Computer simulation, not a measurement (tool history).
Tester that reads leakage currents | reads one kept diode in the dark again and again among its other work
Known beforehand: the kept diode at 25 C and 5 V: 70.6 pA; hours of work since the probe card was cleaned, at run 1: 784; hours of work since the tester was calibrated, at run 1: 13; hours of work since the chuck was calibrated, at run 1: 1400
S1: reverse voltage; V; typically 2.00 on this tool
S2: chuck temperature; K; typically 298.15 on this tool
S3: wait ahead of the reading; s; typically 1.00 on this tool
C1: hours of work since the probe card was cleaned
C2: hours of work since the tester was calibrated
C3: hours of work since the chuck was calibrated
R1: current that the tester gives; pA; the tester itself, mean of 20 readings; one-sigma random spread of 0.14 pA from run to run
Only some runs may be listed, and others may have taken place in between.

{"run": 1, "hour": 0.0, "S1": 2.0, "S2": 298.15, "S3": 1.0, "C1": 784, "C2": 13, "C3": 1400, "R1": 42.84}
{"run": 2, "hour": 119.1, "S1": 2.0, "S2": 326.15, "S3": 1.0, "C1": 840, "C2": 69, "C3": 1457, "R1": 405.9}
{"run": 3, "hour": 206.0, "S1": 2.0, "S2": 294.15, "S3": 1.0, "C1": 881, "C2": 110, "C3": 1498, "R1": 30.05}
{"run": 4, "hour": 307.5, "S1": 2.0, "S2": 294.15, "S3": 1.0, "C1": 929, "C2": 158, "C3": 1546, "R1": 30.23}
{"run": 5, "hour": 379.1, "S1": 7.28, "S2": 298.15, "S3": 1.0, "C1": 963, "C2": 192, "C3": 1580, "R1": 89.31}
{"run": 6, "hour": 488.5, "S1": 7.28, "S2": 298.15, "S3": 2.1, "C1": 1015, "C2": 244, "C3": 1632, "R1": 87.91}
{"run": 7, "hour": 543.8, "S1": 7.28, "S2": 298.15, "S3": 2.1, "C1": 1041, "C2": 270, "C3": 1658, "R1": 88.26}
{"run": 8, "hour": 647.0, "S1": 18.53, "S2": 296.15, "S3": 1.0, "C1": 1090, "C2": 319, "C3": 1707, "R1": 128.26}
{"run": 9, "hour": 739.9, "S1": 4.28, "S2": 322.15, "S3": 0.86, "C1": 1134, "C2": 363, "C3": 1751, "R1": 459.65}
{"run": 10, "hour": 805.8, "S1": 19.08, "S2": 306.15, "S3": 1.0, "C1": 1165, "C2": 394, "C3": 1782, "R1": 301.68}
{"run": 11, "hour": 926.9, "S1": 2.0, "S2": 298.15, "S3": 0.75, "C1": 1222, "C2": 451, "C3": 1839, "R1": 42.95}

3 ways to go on from here, each from the tool as it stands after run 11. What would each give?
{"run": "A", "hour": 1007.9, "S1": 2.0, "S2": 298.15, "S3": 2.85, "C1": 1261, "C2": 490, "C3": 1877, "R1": "?"}
{"run": "B", "hour": 1007.9, "S1": 2.77, "S2": 320.15, "S3": 0.44, "C1": 1261, "C2": 490, "C3": 1877, "R1": "?"}
{"run": "C", "hour": 1007.9, "S1": 3.79, "S2": 297.15, "S3": 1.0, "C1": 1261, "C2": 490, "C3": 1877, "R1": "?"}

run=A R1=42.63
run=B R1=309.97
run=C R1=56.55
What these runs would have given with no unlogged condition in the tool:
run=A R1=42.67
run=B R1=310.25
run=C R1=56.60
